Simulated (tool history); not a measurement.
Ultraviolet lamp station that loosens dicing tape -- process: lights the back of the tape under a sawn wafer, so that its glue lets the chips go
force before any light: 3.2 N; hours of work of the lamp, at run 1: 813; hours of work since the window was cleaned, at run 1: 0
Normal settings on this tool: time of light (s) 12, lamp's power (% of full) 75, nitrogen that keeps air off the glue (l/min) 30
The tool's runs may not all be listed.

run,hour,time of light (s),lamp's power (% of full),nitrogen that keeps air off the glue (l/min),hours of work of the lamp,hours of work since the window was cleaned,force that peels the tape off (N),light that reached the tape (mJ/cm²)
1,0.0,12,75,30,813,0,0.390,320
2,22.8,12,75,12,827,14,0.637,320
3,55.8,12,75,30,848,35,0.387,314
4,73.1,12,75,30,859,46,0.401,312
5,115.6,12,75,30,886,73,0.401,312
6,137.1,12,75,30,899,87,0.402,308
7,157.0,12,75,30,912,99,0.395,310
8,194.8,12,75,30,936,123,0.416,302
9,217.6,12,75,30,950,138,0.424,301
10,245.2,12,75,30,968,155,0.416,298
11,274.0,12,75,30,986,173,0.437,303
12,296.9,12,75,30,1000,188,0.460,299
13,336.3,12,75,30,1025,213,0.443,297
14,371.6,12,75,30,1048,235,0.447,291
15,400.7,10,75,30,1066,254,0.623,241
16,429.7,6,77,11,1084,272,1.450,149
# hour 434.1: window cleaned of glue's vapour
17,466.4,6,72,13,1107,20,1.544,135
18,493.3,19,75,9,1124,38,0.424,443
19,525.0,19,75,9,1144,58,0.410,439
20,556.5,13,75,30,1164,77,0.430,298
21,593.1,16,81,46,1188,101,0.194,393
22,614.0,16,81,46,1201,114,0.204,391
# hour 630.1: window cleaned of glue's vapour, once more
23,649.8,16,81,46,1223,12,0.157,420
24,674.4,8,60,53,1239,28,0.944,156
25,703.5,8,60,53,1257,46,0.954,159
26,734.0,20,60,45,1276,66,0.217,384

Hidden condition of the tool, last listed run before each entry between runs versus first listed run after:
From run 16 to run 17: window cleaned of glue's vapour (hour 434.1)
  lamp's light, % of a new lamp's: 82.7 -> 82.4; light that the window lets through, % of a clean one's: 94.8 -> 92.6
  measured less the result without the state, force that peels the tape off (N): +0.269 -> +0.307; light that reached the tape (mJ/cm²): -40 -> -42
From run 22 to run 23: window cleaned of glue's vapour, once more (hour 630.1)
  lamp's light, % of a new lamp's: 81.1 -> 80.7; light that the window lets through, % of a clean one's: 91 -> 98.9
  measured less the result without the state, force that peels the tape off (N): +0.097 -> +0.064; light that reached the tape (mJ/cm²): -139 -> -106
